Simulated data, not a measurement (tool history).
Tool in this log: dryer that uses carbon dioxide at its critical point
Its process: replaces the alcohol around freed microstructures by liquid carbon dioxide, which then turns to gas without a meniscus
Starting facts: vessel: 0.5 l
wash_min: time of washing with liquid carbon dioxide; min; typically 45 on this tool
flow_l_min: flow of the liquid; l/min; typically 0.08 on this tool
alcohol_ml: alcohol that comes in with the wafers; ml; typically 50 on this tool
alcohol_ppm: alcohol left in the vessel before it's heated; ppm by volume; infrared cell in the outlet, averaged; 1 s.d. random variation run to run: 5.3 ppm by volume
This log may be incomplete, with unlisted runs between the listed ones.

run 1 day=0 | wash_min=45 flow_l_min=0.08 alcohol_ml=50 | alcohol_ppm=226
run 2 day=1.458 | wash_min=45 flow_l_min=0.08 alcohol_ml=50 | alcohol_ppm=230
run 3 day=2.162 | wash_min=49 flow_l_min=0.08 alcohol_ml=50 | alcohol_ppm=144
run 4 day=2.862 | wash_min=49 flow_l_min=0.08 alcohol_ml=50 | alcohol_ppm=148
run 5 day=3.904 | wash_min=49 flow_l_min=0.08 alcohol_ml=50 | alcohol_ppm=155
run 6 day=5.238 | wash_min=49 flow_l_min=0.08 alcohol_ml=50 | alcohol_ppm=163
run 7 day=6.375 | wash_min=45 flow_l_min=0.08 alcohol_ml=50 | alcohol_ppm=248
run 8 day=7.346 | wash_min=45 flow_l_min=0.08 alcohol_ml=50 | alcohol_ppm=253
run 9 day=8.546 | wash_min=71 flow_l_min=0.091 alcohol_ml=50 | alcohol_ppm=50
run 10 day=9.492 | wash_min=46 flow_l_min=0.1216 alcohol_ml=23 | alcohol_ppm=47
run 11 day=10.65 | wash_min=41 flow_l_min=0.1216 alcohol_ml=107 | alcohol_ppm=88
run 12 day=11.792 | wash_min=45 flow_l_min=0.1002 alcohol_ml=30 | alcohol_ppm=84
run 13 day=13.158 | wash_min=27 flow_l_min=0.0705 alcohol_ml=115 | alcohol_ppm=9216

Difference, measured minus no-hidden-state, one row per run. Run-to-run variation is common to both terms; the gauge's own scatter need not be:
The hidden state here: flow that reaches the vessel past the clogged filter, %; alcohol in the recycled carbon dioxide, ppm; drift of the gauge itself on alcohol_ppm, %.
run=1 alcohol_ppm=+99
run=2 alcohol_ppm=+101
run=3 alcohol_ppm=+77
run=4 alcohol_ppm=+80
run=5 alcohol_ppm=+82
run=6 alcohol_ppm=+87
run=7 alcohol_ppm=+119
run=8 alcohol_ppm=+121
run=9 alcohol_ppm=+43
run=10 alcohol_ppm=+44
run=11 alcohol_ppm=+63
run=12 alcohol_ppm=+57
run=13 alcohol_ppm=+2401
